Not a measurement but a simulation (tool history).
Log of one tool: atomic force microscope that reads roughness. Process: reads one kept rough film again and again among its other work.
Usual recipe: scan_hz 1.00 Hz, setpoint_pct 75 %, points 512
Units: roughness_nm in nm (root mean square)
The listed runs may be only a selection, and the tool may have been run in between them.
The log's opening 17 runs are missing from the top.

run	hour	scan_hz	setpoint_pct	points	pictures with this tip	hours of work since the height scale was calibrated	roughness_nm
18	148.4	1.52	67	290	158	300	0.5566
19	157.8	1.52	67	290	176	308	0.5570
20	165.3	1.00	59	328	191	314	0.5678
21	169.9	1.00	59	328	200	317	0.5679
22	176.3	0.63	88	624	213	322	0.5543
23	182.4	1.00	75	602	225	327	0.5579
24	188.7	1.00	82	274	237	332	0.5480
25	193.7	1.00	82	274	247	336	0.5489
26	203.7	1.00	82	274	266	344	0.5486
# hour 208.6: new tip fitted
27	211.2	1.00	82	274	5	350	0.5490
28	218.4	1.30	84	512	19	355	0.5387
29	227.2	1.30	84	512	37	362	0.5390
30	237.2	1.30	84	512	56	370	0.5393
31	241.9	0.67	57	608	65	374	0.5729
32	247.5	0.67	57	793	76	378	0.5725

3 options for the next run, each taken on its own from the tool as it stands now. Forecast them:
A	254.3	1.01	57	360	90	384	?
B	254.3	1.00	75	657	90	384	?
C	254.3	1.00	72	531	90	384	?

run	roughness_nm
A	0.5696
B	0.5584
C	0.5601
Without the tool's unlogged condition, the same runs would have read:
run	roughness_nm
A	0.5697
B	0.5584
C	0.5601

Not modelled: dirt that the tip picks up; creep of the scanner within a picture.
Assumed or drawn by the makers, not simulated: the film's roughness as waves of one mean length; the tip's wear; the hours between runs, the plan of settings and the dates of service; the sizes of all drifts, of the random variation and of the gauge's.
